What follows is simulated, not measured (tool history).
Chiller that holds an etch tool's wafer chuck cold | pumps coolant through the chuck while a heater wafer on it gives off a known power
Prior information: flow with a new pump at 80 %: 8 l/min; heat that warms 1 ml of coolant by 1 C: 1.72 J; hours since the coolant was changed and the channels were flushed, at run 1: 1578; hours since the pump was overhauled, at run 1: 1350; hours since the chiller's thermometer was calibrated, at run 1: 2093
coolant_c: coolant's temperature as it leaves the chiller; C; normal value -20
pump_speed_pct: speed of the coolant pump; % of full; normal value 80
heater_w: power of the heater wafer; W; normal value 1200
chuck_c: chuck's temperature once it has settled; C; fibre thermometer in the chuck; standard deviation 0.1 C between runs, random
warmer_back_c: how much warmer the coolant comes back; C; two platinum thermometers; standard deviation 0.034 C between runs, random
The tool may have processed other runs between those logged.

| run | hour | coolant_c | pump_speed_pct | heater_w | hours since the coolant was changed and the channels were flushed | hours since the pump was overhauled | hours since the chiller's thermometer was calibrated | chuck_c | warmer_back_c |
|---|---|---|---|---|---|---|---|---|---|
| 1 | 0 | -20 | 80 | 1200 | 1578 | 1350 | 2093 | -9.8 | 5.25 |
| 2 | 26.4 | -20 | 80 | 1200 | 1605 | 1376 | 2120 | -9.9 | 5.22 |
| 3 | 44.9 | -20 | 80 | 1200 | 1623 | 1395 | 2138 | -10 | 5.29 |
| 4 | 77.1 | -20 | 60 | 1200 | 1655 | 1427 | 2171 | -7.7 | 7.02 |
| 5 | 97.4 | -20 | 60 | 1494 | 1676 | 1447 | 2191 | -4.6 | 8.77 |
| 6 | 118.7 | -20 | 60 | 1494 | 1697 | 1469 | 2212 | -4.7 | 8.76 |
| 7 | 150.1 | -20 | 60 | 1494 | 1728 | 1500 | 2243 | -4.9 | 8.82 |
| 8 | 170.8 | -20 | 60 | 1494 | 1749 | 1521 | 2264 | -4.8 | 8.79 |
| 9 | 193.6 | -20 | 60 | 1494 | 1772 | 1544 | 2287 | -4.9 | 8.78 |
| 10 | 226.5 | -20 | 60 | 1494 | 1805 | 1577 | 2320 | -4.9 | 8.82 |
| 11 | 265 | -20 | 92 | 1494 | 1843 | 1615 | 2358 | -8.2 | 5.76 |
| 12 | 301.2 | -20 | 92 | 1494 | 1879 | 1651 | 2395 | -8.3 | 5.79 |
| 13 | 318.7 | -20 | 92 | 1494 | 1897 | 1669 | 2412 | -8.5 | 5.72 |
| 14 | 349.5 | -20 | 92 | 1494 | 1928 | 1700 | 2443 | -8.4 | 5.78 |
| 15 | 391.3 | -28 | 92 | 1494 | 1970 | 1741 | 2485 | -16.4 | 5.77 |
| 16 | 433.1 | -20 | 80 | 1200 | 2011 | 1783 | 2527 | -9.9 | 5.42 |
| 17 | 471.7 | -20 | 72 | 1200 | 2050 | 1822 | 2565 | -9.2 | 5.97 |
| 18 | 492.6 | -20 | 80 | 1062 | 2071 | 1843 | 2586 | -11.1 | 4.75 |
| 19 | 515.4 | -20 | 93 | 1062 | 2094 | 1865 | 2609 | -11.8 | 4.13 |
| 20 | 550.6 | -22 | 66 | 1062 | 2129 | 1901 | 2644 | -11.9 | 5.72 |
| 21 | 577.3 | -20 | 96 | 1200 | 2155 | 1927 | 2671 | -10.8 | 4.56 |
| 22 | 599.7 | -20 | 96 | 1200 | 2178 | 1950 | 2693 | -10.9 | 4.58 |
| 23 | 621.2 | -20 | 96 | 1200 | 2199 | 1971 | 2715 | -10.9 | 4.5 |
| 24 | 645.9 | -15 | 96 | 1056 | 2224 | 1996 | 2739 | -7.1 | 4.02 |
| 25 | 686 | -15 | 96 | 1056 | 2264 | 2036 | 2779 | -6.9 | 4.02 |
| 26 | 711.5 | -15 | 96 | 1056 | 2290 | 2062 | 2805 | -6.8 | 4.03 |
| 27 | 734.5 | -10 | 81 | 779 | 2313 | 2085 | 2828 | -3.4 | 3.57 |
| 28 | 758.5 | -29 | 80 | 1421 | 2337 | 2109 | 2852 | -16.9 | 6.39 |
| 29 | 799.9 | -12 | 68 | 717 | 2378 | 2150 | 2893 | -5.3 | 3.94 |
| 30 | 842.2 | -12 | 62 | 1208 | 2420 | 2192 | 2936 | 0 | 7.06 |
| 31 | 862.2 | -12 | 62 | 1208 | 2440 | 2212 | 2956 | 0.2 | 7.06 |
| 32 | 881.1 | -12 | 62 | 1208 | 2459 | 2231 | 2974 | 0 | 7.12 |
| 33 | 912.5 | -19 | 80 | 1200 | 2491 | 2263 | 3006 | -8.6 | 5.52 |

Same runs, no hidden state in the tool, same run-to-run variation:
Hidden conditions of the tool in this case: heat passed by the chuck's channels, % of clean ones'; flow at a given pump speed, % of a new pump's; coolant's true temperature over the reading, C; drift of the gauge itself on chuck_c, C; drift of the gauge itself on warmer_back_c, C.
| run | warmer_back_c |
|---|---|
| 1 | 5.25 |
| 2 | 5.22 |
| 3 | 5.28 |
| 4 | 7 |
| 5 | 8.74 |
| 6 | 8.73 |
| 7 | 8.77 |
| 8 | 8.74 |
| 9 | 8.73 |
| 10 | 8.75 |
| 11 | 5.68 |
| 12 | 5.7 |
| 13 | 5.63 |
| 14 | 5.67 |
| 15 | 5.66 |
| 16 | 5.3 |
| 17 | 5.83 |
| 18 | 4.61 |
| 19 | 3.98 |
| 20 | 5.56 |
| 21 | 4.39 |
| 22 | 4.4 |
| 23 | 4.32 |
| 24 | 3.83 |
| 25 | 3.82 |
| 26 | 3.82 |
| 27 | 3.35 |
| 28 | 6.17 |
| 29 | 3.71 |
| 30 | 6.81 |
| 31 | 6.81 |
| 32 | 6.86 |
| 33 | 5.25 |
chuck_c: within 0.1 C of the measured result in every run.
